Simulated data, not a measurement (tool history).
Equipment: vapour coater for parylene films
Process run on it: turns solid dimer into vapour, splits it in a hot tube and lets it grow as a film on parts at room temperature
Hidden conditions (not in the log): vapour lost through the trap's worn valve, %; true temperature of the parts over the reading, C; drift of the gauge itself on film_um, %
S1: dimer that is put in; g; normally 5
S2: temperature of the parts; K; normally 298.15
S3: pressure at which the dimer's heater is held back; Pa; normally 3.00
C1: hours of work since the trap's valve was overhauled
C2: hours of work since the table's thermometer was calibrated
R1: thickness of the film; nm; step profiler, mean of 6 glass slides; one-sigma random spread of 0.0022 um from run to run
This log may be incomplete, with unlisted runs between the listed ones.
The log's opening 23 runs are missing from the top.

run 24 hour=251.1 | S1=5 S2=306.15 S3=5.84 | C1=340 C2=675 | R1=787
-- hour=263.3 trap's valve overhauled
run 25 hour=263.3 | S1=4 S2=303.15 S3=10.19 | C1=0 C2=681 | R1=646
run 26 hour=269.7 | S1=5 S2=303.15 S3=3.12 | C1=5 C2=686 | R1=986
run 27 hour=278.9 | S1=8 S2=298.15 S3=6.32 | C1=12 C2=693 | R1=1600
run 28 hour=286.0 | S1=6 S2=298.15 S3=2.82 | C1=17 C2=699 | R1=1371
run 29 hour=297.6 | S1=3 S2=292.15 S3=6.39 | C1=26 C2=708 | R1=698
run 30 hour=312.0 | S1=3 S2=293.15 S3=6.39 | C1=37 C2=719 | R1=679
run 31 hour=318.9 | S1=3 S2=293.15 S3=6.39 | C1=43 C2=724 | R1=680
run 32 hour=330.3 | S1=3 S2=291.15 S3=6.15 | C1=51 C2=733 | R1=721
run 33 hour=338.1 | S1=6 S2=307.15 S3=6.33 | C1=57 C2=739 | R1=942
run 34 hour=349.2 | S1=3 S2=298.15 S3=3.06 | C1=66 C2=747 | R1=669
run 35 hour=358.2 | S1=2 S2=300.15 S3=3.06 | C1=73 C2=754 | R1=425
run 36 hour=368.4 | S1=2 S2=290.15 S3=4.51 | C1=80 C2=762 | R1=513
run 37 hour=380.6 | S1=2 S2=290.15 S3=4.51 | C1=90 C2=771 | R1=516
run 38 hour=395.9 | S1=3 S2=307.15 S3=3.40 | C1=101 C2=783 | R1=519
run 39 hour=411.1 | S1=3 S2=307.15 S3=3.40 | C1=113 C2=794 | R1=517
run 40 hour=420.5 | S1=3 S2=307.15 S3=3.40 | C1=120 C2=802 | R1=522
run 41 hour=429.2 | S1=3 S2=298.15 S3=3.00 | C1=127 C2=808 | R1=668
run 42 hour=437.7 | S1=3 S2=298.15 S3=3.00 | C1=133 C2=815 | R1=666
run 43 hour=447.3 | S1=4 S2=292.15 S3=4.87 | C1=141 C2=822 | R1=964
run 44 hour=459.2 | S1=6 S2=309.15 S3=9.75 | C1=150 C2=831 | R1=821
run 45 hour=470.8 | S1=3 S2=293.15 S3=5.62 | C1=159 C2=840 | R1=684
run 46 hour=484.2 | S1=2 S2=293.15 S3=5.85 | C1=169 C2=850 | R1=451

Consider 4 possible next runs. They are alternatives, not a sequence: every one starts from the tool as it was left by run 46. What does each give?
run A hour=496.8 | S1=5 S2=291.15 S3=5.85 | C1=179 C2=860 | R1=?
run B hour=496.8 | S1=2 S2=306.15 S3=5.85 | C1=179 C2=860 | R1=?
run C hour=496.8 | S1=2 S2=293.15 S3=5.05 | C1=179 C2=860 | R1=?
run D hour=496.8 | S1=5 S2=298.15 S3=10.18 | C1=179 C2=860 | R1=?

run=A R1=1195
run=B R1=322
run=C R1=465
run=D R1=909
With no hidden state in the tool, these same runs would have given:
run=A R1=1206
run=B R1=325
run=C R1=469
run=D R1=917
